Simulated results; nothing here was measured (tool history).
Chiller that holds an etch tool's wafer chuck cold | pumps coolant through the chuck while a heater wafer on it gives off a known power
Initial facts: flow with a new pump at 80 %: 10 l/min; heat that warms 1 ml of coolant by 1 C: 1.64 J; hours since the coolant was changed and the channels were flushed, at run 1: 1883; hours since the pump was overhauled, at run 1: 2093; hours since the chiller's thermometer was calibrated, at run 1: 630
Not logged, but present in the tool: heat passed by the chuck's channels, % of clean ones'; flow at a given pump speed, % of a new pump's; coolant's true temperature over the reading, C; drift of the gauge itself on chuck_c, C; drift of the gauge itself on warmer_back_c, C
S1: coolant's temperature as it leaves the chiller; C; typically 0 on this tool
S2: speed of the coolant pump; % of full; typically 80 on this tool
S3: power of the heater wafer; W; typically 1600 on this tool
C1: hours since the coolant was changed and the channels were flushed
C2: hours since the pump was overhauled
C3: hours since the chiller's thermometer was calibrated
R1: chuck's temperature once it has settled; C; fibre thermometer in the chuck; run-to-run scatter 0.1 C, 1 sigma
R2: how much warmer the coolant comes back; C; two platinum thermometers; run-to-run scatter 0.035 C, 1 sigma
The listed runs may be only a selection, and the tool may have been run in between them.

run    hour  S1  S2    S3    C1    C2    C3    R1     R2
  1     0.0   0  80  1600  1883  2093   630  23.1   6.47
  2    32.0   0  80  1600  1915  2125   662  23.2   6.47
  3    94.7   0  80  1600  1978  2187   724  23.2   6.48
  4   149.6   3  80  1600  2032  2242   779  26.5   6.51
  5   209.7   3  80  1600  2093  2302   839  26.6   6.46
  6   249.0   0  80  1600  2132  2342   879  23.6   6.49
  7   281.4   0  80  1600  2164  2374   911  23.6   6.54
  8   345.3   0  80  1600  2228  2438   975  23.7   6.59
  9   399.0   0  80  1600  2282  2492  1029  24.0   6.58
 10   463.2   0  80  1600  2346  2556  1093  24.0   6.68
 11   529.6   0  80  1600  2413  2622  1159  24.2   6.64
 12   587.4   0  80  1600  2470  2680  1217  24.4   6.61
 13   625.0   0  80  1600  2508  2718  1255  24.6   6.71
 14   675.7   0  92  1600  2559  2768  1305  21.9   5.86
 15   716.6   0  92  1600  2600  2809  1346  21.9   5.81
 16   778.0   0  92  1600  2661  2871  1408  21.9   5.85
 17   821.1   0  80  1600  2704  2914  1451  24.8   6.80
 18   865.7   2  80  2363  2749  2958  1495  39.0  10.02
 19   905.9   6  80  1461  2789  2998  1536  28.7   6.11
 20   935.3   6  80  1461  2818  3028  1565  29.0   6.23
 21   964.3   0  80  1305  2847  3057  1594  20.5   5.60
 22  1014.4   0  80  1305  2897  3107  1644  20.7   5.57
 23  1071.6   0  93  1748  2954  3164  1701  24.5   6.39
 24  1123.5   0  93  1748  3006  3216  1753  24.7   6.43
 25  1178.0   0  80   815  3061  3271  1808  13.1   3.54
 26  1239.8   0  82  1600  3123  3332  1870  25.4   6.73
 27  1299.6  -5  80  1345  3182  3392  1929  17.0   5.87
 28  1369.5   0  91  1113  3252  3462  1999  16.3   4.33
 29  1420.7  -4  80  1022  3304  3513  2050  12.8   4.46
 30  1486.8  -4  80  1022  3370  3579  2117  12.9   4.51
 31  1542.3  -4  80  1022  3425  3635  2172  13.1   4.53
 32  1588.0  -4  80  1022  3471  3681  2218  13.1   4.48
 33  1624.1  -9  74  1754  3507  3717  2254  22.8   8.39

Measured minus without-hidden-state, run by run (identical run-to-run variation in each term; gauge scatter may differ):
run    R1     R2
  1  +3.8  +0.61
  2  +3.9  +0.62
  3  +3.9  +0.65
  4  +4.1  +0.66
  5  +4.2  +0.68
  6  +4.3  +0.70
  7  +4.3  +0.71
  8  +4.5  +0.74
  9  +4.6  +0.75
 10  +4.8  +0.78
 11  +5.0  +0.79
 12  +5.1  +0.81
 13  +5.2  +0.83
 14  +4.7  +0.74
 15  +4.7  +0.75
 16  +4.9  +0.78
 17  +5.7  +0.91
 18  +8.6  +1.37
 19  +5.4  +0.85
 20  +5.4  +0.88
 21  +4.9  +0.79
 22  +5.0  +0.80
 23  +6.1  +0.94
 24  +6.2  +0.96
 25  +3.3  +0.53
 26  +6.6  +1.04
 27  +5.8  +0.91
 28  +4.3  +0.69
 29  +4.5  +0.73
 30  +4.7  +0.74
 31  +4.8  +0.76
 32  +4.8  +0.77
 33  +9.2  +1.46

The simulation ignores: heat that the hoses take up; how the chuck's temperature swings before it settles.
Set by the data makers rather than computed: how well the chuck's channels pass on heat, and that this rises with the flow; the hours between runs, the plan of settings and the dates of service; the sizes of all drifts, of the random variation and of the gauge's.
